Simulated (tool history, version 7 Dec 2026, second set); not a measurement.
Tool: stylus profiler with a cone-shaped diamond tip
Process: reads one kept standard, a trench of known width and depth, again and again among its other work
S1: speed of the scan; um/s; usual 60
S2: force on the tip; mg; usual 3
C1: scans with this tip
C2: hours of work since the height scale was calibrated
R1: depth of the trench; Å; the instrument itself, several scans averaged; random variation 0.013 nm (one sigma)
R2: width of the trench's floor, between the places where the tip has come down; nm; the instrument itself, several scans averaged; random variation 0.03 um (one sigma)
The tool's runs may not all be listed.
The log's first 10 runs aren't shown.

run 11 day=10.229 | S1=60 S2=1.59 | C1=7221 C2=648 | R1=1004.9 R2=98160
run 12 day=11.129 | S1=60 S2=3.8 | C1=7330 C2=657 | R1=1008.3 R2=98280
run 13 day=12.129 | S1=60 S2=3.8 | C1=7451 C2=668 | R1=1008.3 R2=98250
run 14 day=13.454 | S1=60 S2=2.94 | C1=7611 C2=683 | R1=1007.1 R2=98230
run 15 day=14.792 | S1=60 S2=2.94 | C1=7774 C2=697 | R1=1007.1 R2=98250
run 16 day=15.488 | S1=32 S2=3 | C1=7858 C2=705 | R1=1007.2 R2=98370
run 17 day=16.454 | S1=32 S2=3 | C1=7975 C2=715 | R1=1007.4 R2=98400
run 18 day=17.558 | S1=32 S2=3 | C1=8109 C2=727 | R1=1007.3 R2=98410
run 19 day=18.508 | S1=32 S2=6.32 | C1=8224 C2=737 | R1=1011.7 R2=98370
run 20 day=19.129 | S1=32 S2=6.32 | C1=8299 C2=744 | R1=1011.5 R2=98400
run 21 day=20.45 | S1=32 S2=6.32 | C1=8459 C2=759 | R1=1011.6 R2=98460
run 22 day=21.662 | S1=28 S2=1.17 | C1=8606 C2=772 | R1=1004.4 R2=98310
run 23 day=22.733 | S1=42 S2=4.36 | C1=8736 C2=783 | R1=1009.3 R2=98360
run 24 day=23.592 | S1=64 S2=4.26 | C1=8840 C2=793 | R1=1009 R2=98230
run 25 day=24.367 | S1=26 S2=1.24 | C1=8934 C2=801 | R1=1004.4 R2=98340
-- day=24.496 height scale calibrated on a step standard
run 26 day=25.154 | S1=52 S2=6.73 | C1=9027 C2=7 | R1=1012.8 R2=98370

Run 27 comes next. What will it give?
run 27 day=26.442 | S1=52 S2=6.73 | C1=9183 C2=21 | R1=? R2=?

R1: 1012.7 Å
R2: 98340 nm
Without the tool's hidden state the same run would have given R1 1011.1 Å, R2 98590 nm.
